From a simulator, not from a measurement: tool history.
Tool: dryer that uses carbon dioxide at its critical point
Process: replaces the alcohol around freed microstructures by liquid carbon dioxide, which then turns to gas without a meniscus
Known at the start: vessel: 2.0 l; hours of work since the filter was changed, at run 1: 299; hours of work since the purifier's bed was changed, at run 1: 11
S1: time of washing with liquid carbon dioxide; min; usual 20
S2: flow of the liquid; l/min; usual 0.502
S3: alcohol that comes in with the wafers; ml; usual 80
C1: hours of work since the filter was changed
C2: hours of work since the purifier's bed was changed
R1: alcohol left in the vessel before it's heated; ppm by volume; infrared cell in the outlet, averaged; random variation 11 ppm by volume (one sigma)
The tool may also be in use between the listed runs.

| run | day | S1 | S2 | S3 | C1 | C2 | R1 |
|---|---|---|---|---|---|---|---|
| 1 | 0 | 20 | 0.502 | 80 | 299 | 11 | 878 |
| 2 | 0.721 | 20 | 0.502 | 80 | 306 | 18 | 897 |
| 3 | 1.254 | 20 | 0.485 | 80 | 311 | 23 | 1069 |
| 4 | 1.683 | 20 | 0.502 | 80 | 315 | 27 | 911 |
|  | 1.758 | inlet filter changed |
| 5 | 2.121 | 20 | 0.502 | 80 | 3 | 31 | 659 |
| 6 | 2.588 | 20 | 0.502 | 80 | 8 | 36 | 677 |
| 7 | 2.983 | 20 | 0.502 | 68 | 12 | 40 | 586 |
| 8 | 3.304 | 20 | 0.502 | 68 | 15 | 43 | 586 |
| 9 | 4.021 | 20 | 0.502 | 68 | 22 | 50 | 577 |
| 10 | 4.45 | 20 | 0.502 | 68 | 26 | 54 | 565 |
| 11 | 4.975 | 20 | 0.502 | 68 | 31 | 59 | 567 |
| 12 | 5.55 | 20 | 0.502 | 68 | 37 | 65 | 601 |
| 13 | 6.075 | 20 | 0.502 | 68 | 42 | 70 | 578 |
| 14 | 6.392 | 20 | 0.502 | 52 | 45 | 73 | 445 |
| 15 | 6.846 | 20 | 0.502 | 52 | 49 | 77 | 462 |
| 16 | 7.579 | 20 | 0.502 | 52 | 57 | 84 | 483 |
| 17 | 8.079 | 20 | 0.502 | 52 | 61 | 89 | 465 |
| 18 | 8.525 | 20 | 0.502 | 80 | 66 | 94 | 712 |
| 19 | 8.946 | 20 | 0.502 | 33 | 70 | 98 | 299 |
| 20 | 9.583 | 20 | 0.502 | 33 | 76 | 104 | 315 |
| 21 | 10.196 | 20 | 0.308 | 33 | 82 | 110 | 1509 |
| 22 | 10.508 | 20 | 0.502 | 80 | 85 | 113 | 709 |
| 23 | 11.008 | 20 | 0.502 | 80 | 90 | 118 | 718 |
| 24 | 11.662 | 20 | 0.502 | 80 | 96 | 124 | 732 |
| 25 | 11.958 | 14 | 0.383 | 39 | 99 | 127 | 2411 |
| 26 | 12.662 | 19 | 0.357 | 27 | 106 | 134 | 979 |

The next listed run, before its measurement:
| 27 | 13.329 | 12 | 0.357 | 39 | 113 | 140 | ? |

{"run 27": {"R1": 3646}}
Without the tool's hidden state the same run would have given R1 3447 ppm by volume.
